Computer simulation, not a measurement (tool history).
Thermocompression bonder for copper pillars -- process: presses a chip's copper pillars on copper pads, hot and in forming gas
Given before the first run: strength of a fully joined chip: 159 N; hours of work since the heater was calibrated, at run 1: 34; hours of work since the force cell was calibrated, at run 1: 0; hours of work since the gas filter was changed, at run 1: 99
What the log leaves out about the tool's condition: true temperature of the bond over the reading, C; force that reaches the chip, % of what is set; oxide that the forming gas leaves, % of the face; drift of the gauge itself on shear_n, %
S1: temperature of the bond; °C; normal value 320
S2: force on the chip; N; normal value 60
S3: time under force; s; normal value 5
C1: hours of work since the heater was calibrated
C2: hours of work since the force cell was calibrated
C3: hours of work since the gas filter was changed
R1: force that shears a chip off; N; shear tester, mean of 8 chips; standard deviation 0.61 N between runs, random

run    hour   S1  S2  S3   C1   C2   C3     R1
  1     0.0  320  60   5   34    0   99  108.0
  2    61.9  320  60   5   70   36  135  108.5
  3   121.7  320  60   5  105   71  170  108.8
  4   182.8  320  60   5  141  107  206  108.5
  5   226.8  320  60   5  167  133  231  109.5
  6   262.1  320  60   4  188  153  252  101.6
  7   324.4  320  60   4  224  190  288  101.8
  8   364.4  320  60   4  247  213  312  100.8
  9   423.5  320  70   5  282  248  346  120.6
 10   468.5  320  70   5  308  274  373  121.2
      479.9  -- forming gas filter changed
 11   508.4  320  70   5  331  297   17  120.6
 12   536.8  320  70   5  348  314   33  121.5
 13   577.9  320  60   4  372  338   57  102.3
 14   641.2  320  60   4  409  375   94  102.7
 15   696.5  320  60   4  441  407  127  102.5
 16   738.0  331  60   8  466  431  151  127.9
 17   775.3  320  51  11  487  453  173  117.6
 18   808.2  324  87   7  507  472  192  143.5
 19   837.0  325  45   9  524  489  209  105.7
 20   869.2  325  37   9  542  508  228   88.1
 21   911.4  325  37   9  567  533  252   88.3
 22   939.9  325  37   9  584  550  269   87.9
 23   972.4  320  51   6  603  569  288  101.2
 24  1020.0  320  51   6  631  596  316  100.6
 25  1075.2  306  51   4  663  629  348   79.8

Consider 3 possible next runs. They are alternatives, not a sequence: every one starts from the tool as it was left by run 25. What does each give?
  A  1109.8  320  48   8  683  649  368   ?
  B  1109.8  349  60   5  683  649  368   ?
  C  1109.8  344  80   5  683  649  368   ?

run     R1
  A  103.7
  B  125.0
  C  142.4
Stripped of hidden state, with their random variation kept, the same runs would have yielded:
run     R1
  A  103.8
  B  125.1
  C  142.7
